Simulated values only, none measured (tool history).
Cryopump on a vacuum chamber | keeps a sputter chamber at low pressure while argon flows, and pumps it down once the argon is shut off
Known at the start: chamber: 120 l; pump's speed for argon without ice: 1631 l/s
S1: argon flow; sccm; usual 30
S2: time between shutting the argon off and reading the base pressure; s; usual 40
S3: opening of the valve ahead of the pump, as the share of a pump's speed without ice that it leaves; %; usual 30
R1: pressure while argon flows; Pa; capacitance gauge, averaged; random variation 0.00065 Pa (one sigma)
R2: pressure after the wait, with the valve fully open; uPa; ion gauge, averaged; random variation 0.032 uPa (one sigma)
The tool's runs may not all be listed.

run	day	S1	S2	S3	R1	R2
1	0.000	30	40	30	0.1072	4.29
2	0.288	30	40	30	0.1069	4.36
# day 0.775: leaking fittings of the chamber tightened, without venting
3	0.988	45	40	30	0.1622	1.65
4	1.367	45	40	30	0.1637	1.69
5	1.867	45	40	30	0.1624	1.73
6	2.454	45	40	30	0.1629	1.72
7	3.046	30	40	31	0.1053	1.83
8	3.500	30	40	30	0.1086	1.82
9	3.908	30	40	30	0.1085	1.82
10	4.204	28	67	30	0.1027	1.25

Run 11 comes next. What will it give?
11	4.496	28	67	30	?	?

R1: 0.1010 Pa
R2: 1.25 uPa
Without the tool's hidden state the same run would have given R1 0.0958 Pa, R2 1.05 uPa.
